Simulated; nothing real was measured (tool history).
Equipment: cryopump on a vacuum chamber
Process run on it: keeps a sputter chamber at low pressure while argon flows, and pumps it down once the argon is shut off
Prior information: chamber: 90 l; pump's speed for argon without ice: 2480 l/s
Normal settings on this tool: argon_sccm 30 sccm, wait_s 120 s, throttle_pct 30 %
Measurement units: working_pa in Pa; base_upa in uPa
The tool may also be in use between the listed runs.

run    hour  argon_sccm  wait_s  throttle_pct  working_pa  base_upa
  1     0.0          30     120            30      0.0689      0.98
  2    33.3          30      48            30      0.0681      1.69
  3    78.4          48     120            30      0.1095      1.04
  4   119.0          48     120            30      0.1113      1.04
  5   150.5          48     120            30      0.1097      1.00
  6   177.3          51     120            30      0.1175      0.99
  7   202.2          51     120            30      0.1177      1.01
  8   231.6          30      25            30      0.0696      2.89
  9   253.2          30     121            30      0.0682      1.03
 10   293.7          30     121            30      0.0693      1.00
 11   333.9          30     121            30      0.0684      1.05
 12   382.4          30     121            30      0.0700      1.09
 13   421.8          30     121            30      0.0695      0.99
 14   451.8          30     121            30      0.0707      1.07
 15   493.8          30     121            30      0.0700      1.06
 16   531.9          30     121            30      0.0695      1.06
 17   556.9          30     120            30      0.0697      1.06
 18   597.4          22     105            16      0.0951      1.13
 19   630.5          22     105            16      0.0958      1.11
 20   661.5          22     105            16      0.0952      1.13
 21   709.1          22     105            16      0.0954      1.17
 22   743.0          23      34            16      0.0996      2.27
 23   776.1          23      32            16      0.0997      2.43
 24   816.1          21      83            52      0.0279      1.28
 25   863.2          21      83            52      0.0288      1.32
 26   899.8          16      31            16      0.0682      2.48
 27   938.4          46      82            16      0.2002      1.29
 28   973.1          46      82            16      0.2003      1.36
 29   996.1          46      20            22      0.1463      3.50
 30  1034.7          50      43            30      0.1193      1.97
 31  1055.1          50      43            30      0.1181      1.93
 32  1077.1          30      80            37      0.0575      1.37
 33  1097.4          30     151            24      0.0883      1.01
 34  1117.9          30     151            24      0.0881      0.99

What if the next run were any one of these 4? Each begins from the tool's condition after run 34:
  A  1142.8          30      29            21           ?         ?
  B  1142.8          30      24            17           ?         ?
  C  1142.8          32     151            24           ?         ?
  D  1142.8          14     126            17           ?         ?

run  working_pa  base_upa
  A      0.1000      2.59
  B      0.1237      3.05
  C      0.0947      1.04
  D      0.0572      1.12
Take away the tool's hidden state, keep each run's random variation, and the runs would have read:
run  working_pa  base_upa
  A      0.0969      2.06
  B      0.1206      2.52
  C      0.0914      0.49
  D      0.0558      0.59
